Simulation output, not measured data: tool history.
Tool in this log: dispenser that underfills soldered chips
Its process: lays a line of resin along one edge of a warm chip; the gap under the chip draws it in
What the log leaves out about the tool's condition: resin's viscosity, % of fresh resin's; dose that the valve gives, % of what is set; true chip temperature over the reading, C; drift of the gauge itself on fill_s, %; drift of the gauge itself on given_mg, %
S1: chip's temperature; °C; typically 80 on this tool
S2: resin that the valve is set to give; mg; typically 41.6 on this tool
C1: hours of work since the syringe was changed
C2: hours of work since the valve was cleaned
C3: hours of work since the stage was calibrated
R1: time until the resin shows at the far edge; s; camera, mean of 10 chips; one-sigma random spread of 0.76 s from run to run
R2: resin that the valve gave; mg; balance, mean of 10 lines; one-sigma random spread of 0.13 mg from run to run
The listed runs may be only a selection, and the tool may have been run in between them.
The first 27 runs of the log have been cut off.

run	hour	S1	S2	C1	C2	C3	R1	R2
28	132	69	37.9	6	6	211	127.2	37.67
29	135.5	74	37.9	9	9	213	120.4	37.66
# hour 140.5: new syringe of resin
30	140.7	74	37.9	0	12	217	84.9	37.48
31	144.6	65	44.6	3	15	219	125	44.14
32	148.7	85	53.9	6	18	222	70.2	53.58
33	154.1	85	53.9	10	22	226	79.7	53.06
# hour 157.8: new syringe of resin
34	161.1	69	47.2	2	27	231	109.7	46.49
35	164.2	69	47.2	5	29	233	120.2	46.2

Branching from run 35: 5 alternative next runs. What would each branch give?
A	170.8	69	47.6	9	34	238	?	?
B	170.8	80	49.4	9	34	238	?	?
C	170.8	75	38.9	9	34	238	?	?
D	170.8	79	47.2	9	34	238	?	?
E	170.8	90	47.9	9	34	238	?	?

run	R1	R2
A	146	46.57
B	95.9	48.19
C	121.1	37.83
D	100.9	45.83
E	71.9	46.73
Take away the tool's hidden state, keep each run's random variation, and the runs would have read:
run	R1	R2
A	102.2	47.77
B	67	49.43
C	84.5	38.81
D	70.5	47.01
E	50.3	47.93
